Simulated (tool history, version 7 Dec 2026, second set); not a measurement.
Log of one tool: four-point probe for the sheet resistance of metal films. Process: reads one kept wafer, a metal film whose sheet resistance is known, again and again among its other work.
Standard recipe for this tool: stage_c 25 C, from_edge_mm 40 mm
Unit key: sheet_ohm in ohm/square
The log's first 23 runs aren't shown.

run,day,stage_c,from_edge_mm,touches since the probe head was changed,hours of work since the stage's thermometer was calibrated,sheet_ohm
24,11.904,19,18,70036,645,0.094951
25,12.492,19,18,70941,655,0.094963
26,13.042,19,18,71785,665,0.094972
27,13.729,19,18,72839,678,0.094948
28,14.192,33,7,73554,686,0.095313
29,14.671,33,7,74283,694,0.095342
30,15.208,33,7,75109,704,0.095329
31,15.858,33,40,76108,716,0.094917

Estimate the outcome of run 32 from the log above:
32,16.550,23,6,77173,728,?

sheet_ohm: 0.095416 ohm/square
Without the tool's hidden state the same run would have given sheet_ohm 0.095252 ohm/square.

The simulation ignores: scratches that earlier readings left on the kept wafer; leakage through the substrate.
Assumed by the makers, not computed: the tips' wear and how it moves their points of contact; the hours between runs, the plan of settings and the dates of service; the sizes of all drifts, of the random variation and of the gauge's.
